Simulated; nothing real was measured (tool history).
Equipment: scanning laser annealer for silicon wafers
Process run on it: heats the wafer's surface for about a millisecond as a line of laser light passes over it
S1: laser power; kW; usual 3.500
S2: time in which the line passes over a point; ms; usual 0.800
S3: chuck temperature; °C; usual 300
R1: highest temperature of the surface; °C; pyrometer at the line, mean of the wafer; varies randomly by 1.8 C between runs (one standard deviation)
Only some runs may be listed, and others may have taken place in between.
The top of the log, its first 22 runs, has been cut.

run	hour	S1	S2	S3	R1
23	1276.2	3.500	0.800	276	989
24	1334.6	3.103	0.727	310	891
# hour 1398.8: optics aligned, line set to its width, once more
25	1398.8	3.704	0.650	281	1015
26	1454.6	3.704	0.589	333	1029
27	1511.8	3.727	0.618	311	1032
28	1554.3	3.459	0.761	324	1044
29	1636.6	3.459	0.761	324	1042
30	1684.8	3.480	0.589	294	933
31	1727.6	3.480	0.589	294	932
32	1765.5	3.480	0.589	294	929
33	1813.7	3.480	0.589	294	930
34	1869.4	3.480	0.589	294	926
35	1906.1	3.312	0.898	337	1055
36	1974.4	3.500	0.800	313	1044
37	2019.4	3.462	0.581	291	914
38	2060.0	3.462	0.581	291	912
39	2097.7	3.665	0.791	291	1059
40	2140.4	3.665	0.791	291	1059

Forecast each of these 5 alternatives for the next run:
A	2192.1	3.218	0.942	273	?
B	2192.1	3.500	0.842	265	?
C	2192.1	3.665	0.595	309	?
D	2192.1	3.500	0.613	269	?
E	2192.1	3.059	0.889	267	?

run	R1
A	977
B	1008
C	979
D	908
E	907
With no hidden state in the tool, these same runs would have given:
run	R1
A	1022
B	1055
C	1022
D	949
E	948
